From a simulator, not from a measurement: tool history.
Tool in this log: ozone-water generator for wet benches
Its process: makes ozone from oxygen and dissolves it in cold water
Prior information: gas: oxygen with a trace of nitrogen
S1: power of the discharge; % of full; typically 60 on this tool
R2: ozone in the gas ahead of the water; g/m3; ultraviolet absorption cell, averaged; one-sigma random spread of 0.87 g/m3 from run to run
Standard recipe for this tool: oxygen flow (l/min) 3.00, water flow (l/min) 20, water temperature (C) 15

Run 1, hour 0.0: usual settings. Result: dissolved ozone (ppm) 12.1, R2 140.0 g/m3.
Run 2, hour 40.5: usual settings but water temperature (C) 14. Result: dissolved ozone (ppm) 12.4, R2 140.5 g/m3.
Run 3, hour 76.6: usual settings. Result: dissolved ozone (ppm) 12.1, R2 140.7 g/m3.
Run 4, hour 101.6: usual settings. Result: dissolved ozone (ppm) 12.1, R2 139.5 g/m3.
Run 5, hour 137.8: usual settings. Result: dissolved ozone (ppm) 12.2, R2 137.6 g/m3.
Run 6, hour 170.5: usual settings but oxygen flow (l/min) 1.78. Result: dissolved ozone (ppm) 11.1, R2 189.0 g/m3.
Run 7, hour 205.1: usual settings but oxygen flow (l/min) 1.78. Result: dissolved ozone (ppm) 11.1, R2 189.6 g/m3.
Run 8, hour 224.0: usual settings but water flow (l/min) 30. Result: dissolved ozone (ppm) 7.9, R2 138.3 g/m3.
Run 9, hour 266.5: usual settings but water flow (l/min) 28. Result: dissolved ozone (ppm) 8.8, R2 140.7 g/m3.
Run 10, hour 307.9: usual settings but water flow (l/min) 17. Result: dissolved ozone (ppm) 13.7, R2 140.0 g/m3.
Run 11, hour 327.4: usual settings but water flow (l/min) 13. Result: dissolved ozone (ppm) 17.6, R2 139.5 g/m3.
Run 12, hour 351.7: usual settings. Result: dissolved ozone (ppm) 11.9, R2 139.1 g/m3.
Run 13, hour 390.7: usual settings. Result: dissolved ozone (ppm) 11.9, R2 141.4 g/m3.
Run 14, hour 426.6: usual settings. Result: dissolved ozone (ppm) 12.0, R2 140.2 g/m3.
Run 15, hour 470.1: usual settings but water flow (l/min) 17. Result: dissolved ozone (ppm) 14.0, R2 139.1 g/m3.
Run 16, hour 499.8: usual settings but water flow (l/min) 17. Result: dissolved ozone (ppm) 13.9, R2 139.6 g/m3.
Run 17, hour 522.8: usual settings but water flow (l/min) 17. Result: dissolved ozone (ppm) 13.9, R2 139.0 g/m3.
Run 18, hour 556.3: usual settings but S1 95 % of full, water flow (l/min) 17. Result: dissolved ozone (ppm) 17.9, R2 178.4 g/m3.
At hour 568.5: water thermometer calibrated.
Run 19, hour 585.1: usual settings but oxygen flow (l/min) 5.13, water flow (l/min) 25, water temperature (C) 20. Result: dissolved ozone (ppm) 9.5, R2 101.9 g/m3.
Run 20, hour 607.0: usual settings but oxygen flow (l/min) 5.13, water flow (l/min) 25, water temperature (C) 20. Result: dissolved ozone (ppm) 9.7, R2 101.4 g/m3.
Run 21, hour 643.2: usual settings but oxygen flow (l/min) 1.88, water flow (l/min) 16, water temperature (C) 14. Result: dissolved ozone (ppm) 13.9, R2 183.9 g/m3.
Run 22, hour 663.4: usual settings but oxygen flow (l/min) 1.88, water flow (l/min) 16, water temperature (C) 14. Result: dissolved ozone (ppm) 14.0, R2 182.0 g/m3.
Run 23, hour 682.7: usual settings but oxygen flow (l/min) 1.88, water flow (l/min) 16, water temperature (C) 14. Result: dissolved ozone (ppm) 14.1, R2 181.8 g/m3.
Run 24, hour 701.8: usual settings but oxygen flow (l/min) 3.10. Result: dissolved ozone (ppm) 12.2, R2 137.0 g/m3.
Run 25, hour 734.5: usual settings but water flow (l/min) 18, water temperature (C) 11. Result: dissolved ozone (ppm) 13.9, R2 137.9 g/m3.
Run 26, hour 753.3: usual settings but S1 40 % of full, oxygen flow (l/min) 3.25, water flow (l/min) 18, water temperature (C) 13. Result: dissolved ozone (ppm) 10.9, R2 105.7 g/m3.
Run 27, hour 781.5: usual settings but oxygen flow (l/min) 2.83, water flow (l/min) 31, water temperature (C) 10. Result: dissolved ozone (ppm) 7.8, R2 144.6 g/m3.
Run 28, hour 806.5: usual settings but oxygen flow (l/min) 2.83, water flow (l/min) 31, water temperature (C) 10. Result: dissolved ozone (ppm) 7.6, R2 144.3 g/m3.
Run 29, hour 834.1: usual settings but oxygen flow (l/min) 2.83, water flow (l/min) 13, water temperature (C) 21. Result: dissolved ozone (ppm) 16.4, R2 144.2 g/m3.
Run 30, hour 863.9: usual settings but oxygen flow (l/min) 1.53. Result: dissolved ozone (ppm) 10.7, R2 205.5 g/m3.
Run 31, hour 894.8: usual settings but S1 54 % of full, oxygen flow (l/min) 1.68, water flow (l/min) 13. Result: dissolved ozone (ppm) 15.7, R2 184.7 g/m3.
Run 32, hour 932.2: usual settings but S1 54 % of full, oxygen flow (l/min) 1.68, water flow (l/min) 13. Result: dissolved ozone (ppm) 15.7, R2 183.0 g/m3.

4 options for the next run, each taken on its own from the tool as it stands now. Forecast them:
Run A, hour 967.7: usual settings but S1 54 % of full, oxygen flow (l/min) 4.86, water flow (l/min) 17. Result: dissolved ozone (ppm) ?, R2 ?.
Run B, hour 967.7: usual settings but oxygen flow (l/min) 5.33, water temperature (C) 11. Result: dissolved ozone (ppm) ?, R2 ?.
Run C, hour 967.7: usual settings but S1 54 % of full, oxygen flow (l/min) 1.68, water flow (l/min) 21, water temperature (C) 16. Result: dissolved ozone (ppm) ?, R2 ?.
Run D, hour 967.7: usual settings but S1 89 % of full, oxygen flow (l/min) 1.91, water flow (l/min) 29. Result: dissolved ozone (ppm) ?, R2 ?.

run  dissolved ozone (ppm)     R2
  A                   13.3   97.6
  B                   12.9   99.3
  C                    9.6  184.2
  D                    9.3  223.1
With no hidden state in the tool, these same runs would have given:
run  dissolved ozone (ppm)     R2
  A                   13.8   99.7
  B                   13.4  101.5
  C                   10.0  188.0
  D                    9.7  229.4
